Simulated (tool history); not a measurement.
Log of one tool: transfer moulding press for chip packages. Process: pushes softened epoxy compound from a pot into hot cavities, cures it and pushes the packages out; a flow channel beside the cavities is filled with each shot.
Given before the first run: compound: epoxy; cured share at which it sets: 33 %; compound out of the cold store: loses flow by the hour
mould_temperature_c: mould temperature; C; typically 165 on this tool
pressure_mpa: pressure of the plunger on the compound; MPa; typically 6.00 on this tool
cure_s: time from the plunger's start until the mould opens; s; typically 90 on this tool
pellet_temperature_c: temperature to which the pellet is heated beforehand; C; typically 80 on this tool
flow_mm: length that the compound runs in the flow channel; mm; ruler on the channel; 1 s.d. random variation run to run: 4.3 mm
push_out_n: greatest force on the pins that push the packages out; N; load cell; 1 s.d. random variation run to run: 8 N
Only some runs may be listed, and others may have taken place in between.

run,day,mould_temperature_c,pressure_mpa,cure_s,pellet_temperature_c,incoming compound's hours out of the cold store,flow_mm,push_out_n
1,0.000,165,6.00,90,80,45.1,781,438
# day 2.554: plunger's sealing rings changed
2,2.996,165,6.00,90,80,11.9,989,694
# day 3.675: cavities cleaned with cleaning compound and waxed
3,6.042,165,6.00,90,80,46.1,796,564
# day 8.158: cavities cleaned with cleaning compound and waxed
4,9.696,165,6.00,90,80,26.8,884,540
# day 12.458: cavities cleaned with cleaning compound and waxed
5,12.654,170,6.00,90,80,38.0,794,276
6,15.488,170,6.00,90,79,38.4,783,475
# day 16.725: cavities cleaned with cleaning compound and waxed
# day 17.325: plunger's sealing rings changed
7,17.833,170,6.00,90,79,42.1,796,352
8,19.354,170,6.00,90,79,38.6,815,436
# day 21.312: cavities cleaned with cleaning compound and waxed
9,21.371,165,6.00,90,80,18.6,927,323
10,23.379,165,6.00,90,80,29.8,862,546
# day 25.642: cavities cleaned with cleaning compound and waxed
11,26.554,165,6.00,72,80,15.2,926,779
# day 29.988: cavities cleaned with cleaning compound and waxed
12,29.988,165,6.00,72,80,33.8,818,515
# day 32.246: plunger's sealing rings changed
13,32.367,165,6.00,72,80,18.3,937,945
# day 33.938: mould's thermocouples calibrated
# day 34.462: cavities cleaned with cleaning compound and waxed
14,35.725,165,6.00,72,80,22.7,914,971
15,38.283,165,6.00,72,80,27.9,879,1248
# day 38.683: cavities cleaned with cleaning compound and waxed
16,41.417,165,4.71,106,80,32.3,756,484
# day 43.025: cavities cleaned with cleaning compound and waxed
17,43.475,166,6.35,106,81,42.8,813,286
18,45.912,166,5.16,116,81,35.3,760,433
# day 47.067: plunger's sealing rings changed
# day 47.404: cavities cleaned with cleaning compound and waxed
19,49.408,165,6.78,120,80,21.8,978,409
# day 51.642: cavities cleaned with cleaning compound and waxed
20,52.458,165,6.78,120,75,31.2,918,319
21,54.671,158,6.00,90,71,36.7,862,1098
# day 55.938: cavities cleaned with cleaning compound and waxed
22,56.992,158,6.00,90,71,13.5,989,955
23,58.850,158,6.88,90,71,26.1,973,1143
# day 60.312: cavities cleaned with cleaning compound and waxed
# day 61.829: plunger's sealing rings changed
24,62.304,173,7.40,90,80,9.2,1062,387
# day 64.629: cavities cleaned with cleaning compound and waxed
25,64.629,173,7.40,90,80,8.2,1060,232
26,67.729,165,6.00,72,88,16.2,942,1081

Forecast each of these 5 alternatives for the next run:
# day 68.979: cavities cleaned with cleaning compound and waxed
A,70.438,165,6.32,114,88,22.9,?,?
# day 68.979: cavities cleaned with cleaning compound and waxed
B,70.438,163,6.00,72,78,21.5,?,?
# day 68.979: cavities cleaned with cleaning compound and waxed
C,70.438,165,6.00,72,80,28.4,?,?
# day 68.979: cavities cleaned with cleaning compound and waxed
D,70.438,165,6.00,121,88,36.4,?,?
# day 68.979: cavities cleaned with cleaning compound and waxed
E,70.438,165,6.00,90,79,18.3,?,?

run,flow_mm,push_out_n
A,920,365
B,912,1027
C,874,851
D,826,350
E,916,549
What these runs would have given with no unlogged condition in the tool:
run,flow_mm,push_out_n
A,948,236
B,941,692
C,901,576
D,852,225
E,945,375

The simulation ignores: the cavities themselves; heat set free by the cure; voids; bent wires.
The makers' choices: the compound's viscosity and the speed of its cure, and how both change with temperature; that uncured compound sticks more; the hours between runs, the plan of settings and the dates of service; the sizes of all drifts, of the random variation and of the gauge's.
